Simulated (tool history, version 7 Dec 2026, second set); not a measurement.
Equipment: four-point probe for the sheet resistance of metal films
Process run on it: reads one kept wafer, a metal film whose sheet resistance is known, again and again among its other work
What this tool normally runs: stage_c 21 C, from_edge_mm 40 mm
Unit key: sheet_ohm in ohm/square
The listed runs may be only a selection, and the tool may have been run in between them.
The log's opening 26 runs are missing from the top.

run	hour	stage_c	from_edge_mm	sheet_ohm
27	427.4	30	15	2.756785
28	447.3	35	33	2.750394
29	464.9	33	49	2.749062
30	479.3	27	55	2.748307
31	493.1	31	7	2.795065
32	515.0	31	7	2.795383
33	529.6	19	11	2.766012
34	553.2	19	11	2.764959
35	569.4	21	26	2.749331
36	591.8	18	5	2.838057
37	604.5	18	5	2.838351
38	621.4	34	5	2.840842
39	631.1	34	5	2.840897
40	644.4	33	5	2.841652
41	666.7	20	40	2.748067
42	680.8	34	12	2.765792
43	691.4	26	4	2.887247
44	701.4	23	16	2.756639
45	717.8	23	16	2.757378
46	731.4	23	16	2.757051

Consider 3 possible next runs. They are alternatives, not a sequence: every one starts from the tool as it was left by run 46. What does each give?
A	753.2	29	4	?
B	753.2	20	62	?
C	753.2	32	10	?

run	sheet_ohm
A	2.890821
B	2.747419
C	2.772981
Without the tool's unlogged condition, the same runs would have read:
run	sheet_ohm
A	2.870714
B	2.728174
C	2.753653
